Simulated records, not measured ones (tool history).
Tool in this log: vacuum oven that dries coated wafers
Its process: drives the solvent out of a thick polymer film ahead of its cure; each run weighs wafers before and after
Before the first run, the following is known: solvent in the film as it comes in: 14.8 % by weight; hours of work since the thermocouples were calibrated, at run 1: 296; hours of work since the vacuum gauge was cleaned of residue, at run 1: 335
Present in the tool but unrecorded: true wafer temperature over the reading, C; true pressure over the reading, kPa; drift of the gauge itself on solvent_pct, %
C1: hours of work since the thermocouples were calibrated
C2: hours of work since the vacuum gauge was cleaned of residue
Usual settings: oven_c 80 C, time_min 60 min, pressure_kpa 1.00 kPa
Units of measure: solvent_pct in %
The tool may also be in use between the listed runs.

Run 1, day 0.000: usual settings; C1 296; C2 335. Result: solvent_pct 1.73 %.
Run 2, day 0.492: usual settings but oven_c 65 C; C1 301; C2 340. Result: solvent_pct 4.84 %.
Run 3, day 1.312: usual settings but oven_c 65 C; C1 309; C2 348. Result: solvent_pct 4.92 %.
Run 4, day 1.888: usual settings but oven_c 75 C; C1 315; C2 354. Result: solvent_pct 2.70 %.
Run 5, day 2.625: usual settings but oven_c 75 C, time_min 40 min; C1 322; C2 361. Result: solvent_pct 3.98 %.
Run 6, day 3.038: usual settings but oven_c 92 C; C1 326; C2 365. Result: solvent_pct 0.62 %.
Run 7, day 3.508: usual settings but oven_c 92 C; C1 331; C2 370. Result: solvent_pct 0.64 %.
Run 8, day 3.875: usual settings but oven_c 92 C; C1 335; C2 374. Result: solvent_pct 0.76 %.
Run 9, day 4.671: usual settings but oven_c 92 C, pressure_kpa 0.82 kPa; C1 343; C2 382. Result: solvent_pct 0.49 %.
Run 10, day 5.075: usual settings but oven_c 92 C, pressure_kpa 0.82 kPa; C1 347; C2 386. Result: solvent_pct 0.65 %.
Run 11, day 5.579: usual settings but oven_c 92 C, pressure_kpa 0.82 kPa; C1 352; C2 391. Result: solvent_pct 0.65 %.
Run 12, day 5.979: usual settings but time_min 79 min; C1 356; C2 395. Result: solvent_pct 1.24 %.
Run 13, day 6.488: usual settings; C1 361; C2 400. Result: solvent_pct 1.78 %.
Run 14, day 6.925: usual settings; C1 365; C2 404. Result: solvent_pct 1.82 %.
Run 15, day 7.388: usual settings but oven_c 84 C, time_min 62 min, pressure_kpa 0.94 kPa; C1 370; C2 409. Result: solvent_pct 1.19 %.
Run 16, day 8.050: usual settings but oven_c 90 C, time_min 57 min, pressure_kpa 2.91 kPa; C1 376; C2 416. Result: solvent_pct 1.72 %.
Run 17, day 8.708: usual settings but oven_c 86 C, time_min 77 min, pressure_kpa 0.94 kPa; C1 383; C2 422. Result: solvent_pct 0.78 %.
Run 18, day 9.088: usual settings but oven_c 89 C, time_min 84 min, pressure_kpa 1.28 kPa; C1 387; C2 426. Result: solvent_pct 0.77 %.
Run 19, day 9.588: usual settings but oven_c 89 C, time_min 84 min, pressure_kpa 1.28 kPa; C1 392; C2 431. Result: solvent_pct 0.78 %.
Run 20, day 10.254: usual settings but oven_c 83 C, pressure_kpa 0.99 kPa; C1 399; C2 438. Result: solvent_pct 1.40 %.
Run 21, day 10.633: usual settings but oven_c 83 C, pressure_kpa 0.99 kPa; C1 402; C2 441. Result: solvent_pct 1.32 %.
Run 22, day 11.388: usual settings but time_min 39 min, pressure_kpa 0.84 kPa; C1 410; C2 449. Result: solvent_pct 3.00 %.
Run 23, day 11.754: usual settings but time_min 50 min, pressure_kpa 0.84 kPa; C1 414; C2 453. Result: solvent_pct 2.17 %.
Run 24, day 12.246: usual settings but time_min 50 min, pressure_kpa 0.84 kPa; C1 419; C2 458. Result: solvent_pct 2.12 %.
Run 25, day 12.762: usual settings but time_min 39 min, pressure_kpa 2.85 kPa; C1 424; C2 463. Result: solvent_pct 4.40 %.
Run 26, day 13.483: usual settings but time_min 43 min; C1 431; C2 470. Result: solvent_pct 2.77 %.
Run 27, day 13.858: usual settings but oven_c 66 C, time_min 61 min; C1 435; C2 474. Result: solvent_pct 4.63 %.
Run 28, day 14.612: usual settings but oven_c 75 C, time_min 49 min, pressure_kpa 2.05 kPa; C1 442; C2 481. Result: solvent_pct 4.19 %.

Difference, measured minus no-hidden-state, one row per run. Run-to-run variation is common to both terms; the gauge's own scatter need not be:
run  solvent_pct
  1        +0.11
  2        +0.19
  3        +0.20
  4        +0.15
  5        +0.16
  6        +0.07
  7        +0.07
  8        +0.07
  9        +0.07
 10        +0.07
 11        +0.07
 12        +0.12
 13        +0.14
 14        +0.14
 15        +0.12
 16        +0.10
 17        +0.10
 18        +0.09
 19        +0.09
 20        +0.14
 21        +0.14
 22        +0.18
 23        +0.18
 24        +0.18
 25        +0.21
 26        +0.20
 27        +0.28
 28        +0.24
